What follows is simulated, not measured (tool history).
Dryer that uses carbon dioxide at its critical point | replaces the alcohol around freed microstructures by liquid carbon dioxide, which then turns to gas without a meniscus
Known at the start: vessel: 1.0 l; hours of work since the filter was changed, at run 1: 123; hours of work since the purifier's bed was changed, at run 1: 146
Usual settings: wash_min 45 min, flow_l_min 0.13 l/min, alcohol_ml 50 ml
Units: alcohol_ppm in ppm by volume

run   hour  wash_min  flow_l_min  alcohol_ml  hours of work since the filter was changed  hours of work since the purifier's bed was changed  alcohol_ppm
  1      0        45        0.13          50                                         123                                                 146          419
  2   10.1        36        0.13          50                                         129                                                 152         1070
  3   18.3        45        0.13          50                                         134                                                 158          424
  4     30        45        0.13          50                                         142                                                 165          431
  5   36.2        45        0.13          50                                         146                                                 169          438
  6     42        45        0.13          50                                         149                                                 173          440
  7   50.2        45        0.13          50                                         155                                                 178          440
  8   56.8        45        0.13          50                                         159                                                 182          440
  9   63.1        45        0.13          50                                         163                                                 186          454
 10   74.5        45        0.13          50                                         170                                                 193          456
 11     82        45        0.13          50                                         175                                                 198          466
 12   93.8        45        0.13          50                                         182                                                 205          457
 13  102.6        45        0.13          50                                         188                                                 211          457
 14  116.1        45       0.183          50                                         196                                                 220           96
 15  125.3        45       0.183          50                                         202                                                 225          106
 16    136        45       0.183          50                                         209                                                 232           99
 17  145.9        45       0.183          50                                         215                                                 238          103
 18  157.5        45       0.155          50                                         223                                                 246          226
 19  163.4        45       0.155          50                                         226                                                 250          224

The next listed run, before its measurement:
 20  173.7        45        0.13          50                                         233                                                 256            ?

{"run 20": {"alcohol_ppm": 511}}
Without the tool's hidden state the same run would have given alcohol_ppm 327 ppm by volume.
